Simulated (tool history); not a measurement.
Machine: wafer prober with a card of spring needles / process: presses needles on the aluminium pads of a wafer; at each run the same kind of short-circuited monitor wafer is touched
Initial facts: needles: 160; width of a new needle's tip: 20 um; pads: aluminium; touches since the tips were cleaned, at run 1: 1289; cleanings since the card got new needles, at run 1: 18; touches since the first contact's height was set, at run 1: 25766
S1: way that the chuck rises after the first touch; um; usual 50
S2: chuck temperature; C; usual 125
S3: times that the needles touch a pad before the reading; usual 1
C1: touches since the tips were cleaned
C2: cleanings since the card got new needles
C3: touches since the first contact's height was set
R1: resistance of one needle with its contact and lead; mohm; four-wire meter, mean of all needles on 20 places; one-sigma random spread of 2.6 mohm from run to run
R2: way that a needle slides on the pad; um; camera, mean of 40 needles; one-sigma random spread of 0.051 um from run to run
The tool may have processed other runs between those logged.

{"run": 1, "hour": 0.0, "S1": 50, "S2": 125, "S3": 1, "C1": 1289, "C2": 18, "C3": 25766, "R1": 318, "R2": 10.7}
{"run": 2, "hour": 10.6, "S1": 50, "S2": 125, "S3": 1, "C1": 5115, "C2": 18, "C3": 29592, "R1": 336, "R2": 10.62}
{"hour": 19.8, "done": "tips cleaned on abrasive film"}
{"run": 3, "hour": 24.2, "S1": 50, "S2": 125, "S3": 2, "C1": 1609, "C2": 19, "C3": 34513, "R1": 311, "R2": 10.65}
{"run": 4, "hour": 37.4, "S1": 50, "S2": 125, "S3": 2, "C1": 6376, "C2": 19, "C3": 39280, "R1": 321, "R2": 10.66}
{"hour": 43.3, "done": "tips cleaned on abrasive film"}
{"run": 5, "hour": 50.0, "S1": 50, "S2": 61, "S3": 1, "C1": 2412, "C2": 20, "C3": 43815, "R1": 310, "R2": 10.68}
{"run": 6, "hour": 57.7, "S1": 50, "S2": 61, "S3": 1, "C1": 5219, "C2": 20, "C3": 46622, "R1": 324, "R2": 10.6}
{"hour": 66.9, "done": "tips cleaned on abrasive film"}
{"run": 7, "hour": 71.3, "S1": 50, "S2": 59, "S3": 1, "C1": 1602, "C2": 21, "C3": 51517, "R1": 306, "R2": 10.63}
{"run": 8, "hour": 85.9, "S1": 50, "S2": 59, "S3": 1, "C1": 6895, "C2": 21, "C3": 56810, "R1": 322, "R2": 10.67}
{"hour": 90.6, "done": "tips cleaned on abrasive film"}
{"run": 9, "hour": 100.2, "S1": 50, "S2": 125, "S3": 1, "C1": 3463, "C2": 22, "C3": 61931, "R1": 332, "R2": 10.52}
{"run": 10, "hour": 108.3, "S1": 50, "S2": 125, "S3": 1, "C1": 6400, "C2": 22, "C3": 64868, "R1": 340, "R2": 10.57}
{"hour": 113.7, "done": "tips cleaned on abrasive film"}
{"run": 11, "hour": 115.8, "S1": 50, "S2": 125, "S3": 1, "C1": 738, "C2": 23, "C3": 67550, "R1": 315, "R2": 10.61}
{"run": 12, "hour": 127.8, "S1": 50, "S2": 125, "S3": 1, "C1": 5103, "C2": 23, "C3": 71915, "R1": 340, "R2": 10.68}
{"hour": 136.4, "done": "tips cleaned on abrasive film"}
{"run": 13, "hour": 139.8, "S1": 50, "S2": 125, "S3": 1, "C1": 1207, "C2": 24, "C3": 76209, "R1": 321, "R2": 10.58}
{"run": 14, "hour": 146.5, "S1": 50, "S2": 125, "S3": 1, "C1": 3650, "C2": 24, "C3": 78652, "R1": 333, "R2": 10.55}
{"hour": 159.6, "done": "tips cleaned on abrasive film"}
{"run": 15, "hour": 161.2, "S1": 50, "S2": 125, "S3": 1, "C1": 595, "C2": 25, "C3": 83960, "R1": 317, "R2": 10.58}
{"run": 16, "hour": 176.0, "S1": 50, "S2": 125, "S3": 1, "C1": 5947, "C2": 25, "C3": 89312, "R1": 345, "R2": 10.52}

The next listed run, before its measurement:
{"hour": 182.3, "done": "tips cleaned on abrasive film"}
{"run": 17, "hour": 188.8, "S1": 50, "S2": 125, "S3": 1, "C1": 2372, "C2": 26, "C3": 93919, "R1": "?", "R2": "?"}

R1: 323 mohm
R2: 10.44 um
Were there no unlogged condition in the tool, this run, its random variation unchanged, would have produced R1 293 mohm, R2 10.65 um.
